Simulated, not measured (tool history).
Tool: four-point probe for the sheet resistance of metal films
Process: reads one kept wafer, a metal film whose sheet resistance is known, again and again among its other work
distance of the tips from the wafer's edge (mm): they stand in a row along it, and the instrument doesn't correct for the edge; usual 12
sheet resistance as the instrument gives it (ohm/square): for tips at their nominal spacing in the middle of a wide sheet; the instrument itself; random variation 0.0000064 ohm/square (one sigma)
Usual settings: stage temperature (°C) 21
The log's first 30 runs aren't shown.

| run | hour | stage temperature (°C) | distance of the tips from the wafer's edge (mm) | touches since the probe head was changed | hours of work since the stage's thermometer was calibrated | sheet resistance as the instrument gives it (ohm/square) |
|---|---|---|---|---|---|---|
| 31 | 1482.1 | 28 | 32 | 41627 | 2188 | 0.031676 |
| 32 | 1519.1 | 21 | 10 | 43083 | 2207 | 0.031824 |
| 33 | 1571.7 | 26 | 7 | 45153 | 2233 | 0.031986 |
| 34 | 1646.5 | 34 | 8 | 48092 | 2271 | 0.031909 |
|  | 1657.6 | stage's thermometer calibrated |
| 35 | 1706.7 | 28 | 18 | 50442 | 25 | 0.031653 |
| 36 | 1741.9 | 28 | 18 | 51826 | 42 | 0.031646 |
| 37 | 1795.2 | 23 | 12 | 53922 | 69 | 0.031706 |
| 38 | 1843.3 | 25 | 13 | 55812 | 93 | 0.031683 |
| 39 | 1904.8 | 29 | 24 | 58231 | 124 | 0.031615 |
| 40 | 1944.3 | 20 | 24 | 59782 | 144 | 0.031602 |
| 41 | 1977.3 | 20 | 4 | 61081 | 161 | 0.032593 |
| 42 | 2015 | 29 | 3 | 62563 | 180 | 0.033353 |

5 ways to go on from here, each from the tool as it stands after run 42. What would each give?
| A | 2061.3 | 32 | 75 | 64384 | 203 | ? |
| B | 2061.3 | 21 | 12 | 64384 | 203 | ? |
| C | 2061.3 | 20 | 36 | 64384 | 203 | ? |
| D | 2061.3 | 26 | 3 | 64384 | 203 | ? |
| E | 2061.3 | 22 | 12 | 64384 | 203 | ? |

| run | sheet resistance as the instrument gives it (ohm/square) |
|---|---|
| A | 0.031562 |
| B | 0.031673 |
| C | 0.031566 |
| D | 0.033328 |
| E | 0.03167 |
Without the tool's hidden state the same runs would have given:
| run | sheet resistance as the instrument gives it (ohm/square) |
|---|---|
| A | 0.031804 |
| B | 0.031915 |
| C | 0.031807 |
| D | 0.033582 |
| E | 0.031912 |
